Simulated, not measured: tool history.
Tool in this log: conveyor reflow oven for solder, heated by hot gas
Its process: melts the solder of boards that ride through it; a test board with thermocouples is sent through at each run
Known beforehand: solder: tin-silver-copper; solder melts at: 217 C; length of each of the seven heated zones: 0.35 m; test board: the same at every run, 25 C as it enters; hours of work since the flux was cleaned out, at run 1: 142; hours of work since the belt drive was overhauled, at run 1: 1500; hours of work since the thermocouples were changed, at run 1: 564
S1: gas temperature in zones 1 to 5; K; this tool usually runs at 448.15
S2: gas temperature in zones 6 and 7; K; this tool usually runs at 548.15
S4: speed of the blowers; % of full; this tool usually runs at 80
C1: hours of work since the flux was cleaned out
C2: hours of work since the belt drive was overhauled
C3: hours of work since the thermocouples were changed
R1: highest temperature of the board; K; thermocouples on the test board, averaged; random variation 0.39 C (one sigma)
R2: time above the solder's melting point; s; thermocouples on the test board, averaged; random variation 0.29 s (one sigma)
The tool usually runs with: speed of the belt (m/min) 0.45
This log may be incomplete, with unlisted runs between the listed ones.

Run 1, hour 0: usual settings; C1 142; C2 1500; C3 564. Result: R1 535.35 K, R2 81.8 s.
Run 2, hour 66.2: usual settings; C1 178; C2 1537; C3 600. Result: R1 535.95 K, R2 81 s.
Run 3, hour 104.1: usual settings; C1 199; C2 1558; C3 621. Result: R1 535.15 K, R2 81.5 s.
At hour 144.4: belt drive overhauled, speed set with a stopwatch.
Run 4, hour 166.5: usual settings; C1 231; C2 12; C3 653. Result: R1 533.55 K, R2 77.7 s.
Run 5, hour 228.6: usual settings; C1 265; C2 46; C3 687. Result: R1 533.45 K, R2 77.6 s.
Run 6, hour 296.5: usual settings; C1 303; C2 84; C3 725. Result: R1 534.05 K, R2 77.6 s.
Run 7, hour 357.7: usual settings; C1 336; C2 117; C3 758. Result: R1 534.65 K, R2 77.5 s.
Run 8, hour 431.7: usual settings but S2 545.15 K; C1 377; C2 158; C3 799. Result: R1 530.95 K, R2 75.5 s.
At hour 462: thermocouples of zones 6 and 7 changed.
At hour 472.8: flux residue cleaned out of gas plates and filters.
Run 9, hour 506.9: usual settings but S2 551.15 K; C1 19; C2 195; C3 22. Result: R1 539.35 K, R2 81 s.
Run 10, hour 569.9: usual settings but S2 560.15 K; C1 53; C2 230; C3 57. Result: R1 547.25 K, R2 86.4 s.
Run 11, hour 616.9: usual settings but S2 560.15 K; C1 79; C2 256; C3 82. Result: R1 547.15 K, R2 85.2 s.
Run 12, hour 657.3: usual settings but S2 560.15 K, speed of the belt (m/min) 0.447; C1 101; C2 278; C3 105. Result: R1 547.75 K, R2 86 s.
Run 13, hour 703.1: usual settings; C1 126; C2 303; C3 130. Result: R1 535.55 K, R2 79.6 s.
Run 14, hour 767.2: usual settings but speed of the belt (m/min) 0.511; C1 162; C2 338; C3 165. Result: R1 532.05 K, R2 66.8 s.
Run 15, hour 805.1: usual settings but speed of the belt (m/min) 0.511; C1 182; C2 359; C3 186. Result: R1 532.55 K, R2 67.1 s.
Run 16, hour 854.7: usual settings but S1 451.15 K; C1 210; C2 386; C3 213. Result: R1 536.05 K, R2 81.2 s.
Run 17, hour 889.1: usual settings but S1 451.15 K; C1 229; C2 405; C3 232. Result: R1 536.45 K, R2 81 s.
Run 18, hour 963.4: usual settings but S1 458.15 K, S2 544.15 K, speed of the belt (m/min) 0.428; C1 269; C2 446; C3 273. Result: R1 534.95 K, R2 88 s.
Run 19, hour 1011: usual settings but S1 463.15 K, S2 559.15 K; C1 296; C2 472; C3 299. Result: R1 546.95 K, R2 91.6 s.
Run 20, hour 1080.8: usual settings but S1 450.15 K, S2 562.15 K, speed of the belt (m/min) 0.462, S4 65 % of full; C1 334; C2 510; C3 337. Result: R1 543.95 K, R2 82.8 s.
Run 21, hour 1129.4: usual settings but S1 444.15 K, S2 562.15 K, speed of the belt (m/min) 0.462, S4 61 % of full; C1 361; C2 537; C3 364. Result: R1 541.45 K, R2 78.9 s.
Run 22, hour 1188.4: usual settings but S1 441.15 K, S4 81 % of full; C1 393; C2 570; C3 396. Result: R1 533.85 K, R2 76.2 s.
At hour 1198.3: flux residue cleaned out of gas plates and filters.
Run 23, hour 1224.7: usual settings but S1 441.15 K, S4 81 % of full; C1 15; C2 587; C3 413. Result: R1 535.75 K, R2 77.5 s.
Run 24, hour 1286.2: usual settings but S1 441.15 K, S2 550.15 K, speed of the belt (m/min) 0.473, S4 55 % of full; C1 48; C2 621; C3 447. Result: R1 528.85 K, R2 67 s.
Run 25, hour 1359.4: usual settings but S4 53 % of full; C1 89; C2 661; C3 487. Result: R1 528.75 K, R2 74.3 s.
Run 26, hour 1404.3: usual settings but S4 53 % of full; C1 113; C2 685; C3 512. Result: R1 529.35 K, R2 74.5 s.
Run 27, hour 1453.1: usual settings but S1 458.15 K, S2 547.15 K, speed of the belt (m/min) 0.521, S4 57 % of full; C1 140; C2 712; C3 539. Result: R1 526.35 K, R2 65.5 s.
Run 28, hour 1517.5: usual settings but S1 443.15 K, S2 541.15 K, speed of the belt (m/min) 0.409, S4 72 % of full; C1 175; C2 748; C3 574. Result: R1 529.25 K, R2 82.6 s.
Run 29, hour 1582.8: usual settings but S1 443.15 K, S2 541.15 K, speed of the belt (m/min) 0.409, S4 72 % of full; C1 211; C2 783; C3 610. Result: R1 529.15 K, R2 81.9 s.
Run 30, hour 1615.9: usual settings but S1 443.15 K, S2 541.15 K, speed of the belt (m/min) 0.409, S4 72 % of full; C1 229; C2 802; C3 628. Result: R1 528.85 K, R2 82.3 s.

3 ways to go on from here, each from the tool as it stands after run 30. What would each give?
Run A, hour 1659.8: usual settings but S1 443.15 K, S2 561.15 K, speed of the belt (m/min) 0.409, S4 81 % of full; C1 253; C2 826; C3 652. Result: R1 ?, R2 ?.
Run B, hour 1659.8: usual settings but speed of the belt (m/min) 0.397; C1 253; C2 826; C3 652. Result: R1 ?, R2 ?.
Run C, hour 1659.8: usual settings but S1 443.15 K, S2 546.15 K, speed of the belt (m/min) 0.409, S4 86 % of full; C1 253; C2 826; C3 652. Result: R1 ?, R2 ?.

run      R1    R2
  A  549.55  94.6
  B  537.85  94.4
  C  536.25  88.1
Take away the tool's hidden state, keep each run's random variation, and the runs would have read:
run      R1    R2
  A  550.75  93.2
  B  538.95  93.2
  C  537.45  87.1
